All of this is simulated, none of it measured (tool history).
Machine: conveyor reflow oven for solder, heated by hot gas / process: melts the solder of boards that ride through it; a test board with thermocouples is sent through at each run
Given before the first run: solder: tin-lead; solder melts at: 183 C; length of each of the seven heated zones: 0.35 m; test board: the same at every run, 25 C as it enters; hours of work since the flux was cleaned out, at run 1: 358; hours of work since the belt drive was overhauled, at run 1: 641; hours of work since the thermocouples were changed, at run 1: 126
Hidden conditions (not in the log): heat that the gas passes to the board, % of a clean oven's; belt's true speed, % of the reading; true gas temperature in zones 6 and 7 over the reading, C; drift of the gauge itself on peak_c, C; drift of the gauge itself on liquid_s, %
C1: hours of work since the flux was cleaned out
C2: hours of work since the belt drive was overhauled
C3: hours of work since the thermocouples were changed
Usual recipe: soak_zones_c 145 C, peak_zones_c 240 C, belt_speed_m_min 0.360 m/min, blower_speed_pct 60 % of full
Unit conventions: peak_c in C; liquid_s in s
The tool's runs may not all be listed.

run 1 hour=0.0 | soak_zones_c=145 peak_zones_c=240 belt_speed_m_min=0.360 blower_speed_pct=60 | C1=358 C2=641 C3=126 | peak_c=230.5 liquid_s=105.4
run 2 hour=28.5 | soak_zones_c=145 peak_zones_c=240 belt_speed_m_min=0.365 blower_speed_pct=60 | C1=379 C2=662 C3=147 | peak_c=229.4 liquid_s=103.9
-- hour=38.4 flux residue cleaned out of gas plates and filters
run 3 hour=48.4 | soak_zones_c=145 peak_zones_c=240 belt_speed_m_min=0.365 blower_speed_pct=60 | C1=7 C2=673 C3=158 | peak_c=230.2 liquid_s=104.4
run 4 hour=64.1 | soak_zones_c=145 peak_zones_c=240 belt_speed_m_min=0.365 blower_speed_pct=60 | C1=19 C2=684 C3=169 | peak_c=230.7 liquid_s=103.5
run 5 hour=80.1 | soak_zones_c=136 peak_zones_c=240 belt_speed_m_min=0.360 blower_speed_pct=60 | C1=30 C2=696 C3=181 | peak_c=229.6 liquid_s=99.8
run 6 hour=113.0 | soak_zones_c=136 peak_zones_c=240 belt_speed_m_min=0.360 blower_speed_pct=60 | C1=54 C2=719 C3=204 | peak_c=229.6 liquid_s=100.9
run 7 hour=144.5 | soak_zones_c=136 peak_zones_c=240 belt_speed_m_min=0.360 blower_speed_pct=60 | C1=77 C2=742 C3=227 | peak_c=229.0 liquid_s=101.9
run 8 hour=172.8 | soak_zones_c=137 peak_zones_c=245 belt_speed_m_min=0.303 blower_speed_pct=89 | C1=98 C2=763 C3=248 | peak_c=239.9 liquid_s=129.6
run 9 hour=200.4 | soak_zones_c=137 peak_zones_c=245 belt_speed_m_min=0.303 blower_speed_pct=89 | C1=118 C2=783 C3=268 | peak_c=240.5 liquid_s=130.2
run 10 hour=234.6 | soak_zones_c=137 peak_zones_c=244 belt_speed_m_min=0.360 blower_speed_pct=60 | C1=142 C2=808 C3=293 | peak_c=232.8 liquid_s=104.9
run 11 hour=251.7 | soak_zones_c=137 peak_zones_c=244 belt_speed_m_min=0.360 blower_speed_pct=60 | C1=155 C2=820 C3=305 | peak_c=233.3 liquid_s=103.6
run 12 hour=287.4 | soak_zones_c=137 peak_zones_c=244 belt_speed_m_min=0.360 blower_speed_pct=60 | C1=181 C2=846 C3=331 | peak_c=233.2 liquid_s=104.8
run 13 hour=316.6 | soak_zones_c=137 peak_zones_c=244 belt_speed_m_min=0.337 blower_speed_pct=60 | C1=202 C2=867 C3=352 | peak_c=234.6 liquid_s=112.3

Below are 4 alternative next runs, each starting from the tool's condition after run 13. Predict each:
run A hour=348.5 | soak_zones_c=137 peak_zones_c=244 belt_speed_m_min=0.360 blower_speed_pct=69 | C1=225 C2=890 C3=376 | peak_c=? liquid_s=?
run B hour=348.5 | soak_zones_c=136 peak_zones_c=252 belt_speed_m_min=0.360 blower_speed_pct=60 | C1=225 C2=890 C3=376 | peak_c=? liquid_s=?
run C hour=348.5 | soak_zones_c=146 peak_zones_c=244 belt_speed_m_min=0.337 blower_speed_pct=52 | C1=225 C2=890 C3=376 | peak_c=? liquid_s=?
run D hour=348.5 | soak_zones_c=137 peak_zones_c=240 belt_speed_m_min=0.412 blower_speed_pct=60 | C1=225 C2=890 C3=376 | peak_c=? liquid_s=?

run=A peak_c=234.5 liquid_s=105.1
run=B peak_c=241.0 liquid_s=109.1
run=C peak_c=234.4 liquid_s=117.2
run=D peak_c=225.5 liquid_s=83.9
Stripped of hidden state, with their random variation kept, the same runs would have yielded:
run=A peak_c=234.5 liquid_s=105.0
run=B peak_c=241.0 liquid_s=109.0
run=C peak_c=234.4 liquid_s=117.0
run=D peak_c=225.6 liquid_s=83.8

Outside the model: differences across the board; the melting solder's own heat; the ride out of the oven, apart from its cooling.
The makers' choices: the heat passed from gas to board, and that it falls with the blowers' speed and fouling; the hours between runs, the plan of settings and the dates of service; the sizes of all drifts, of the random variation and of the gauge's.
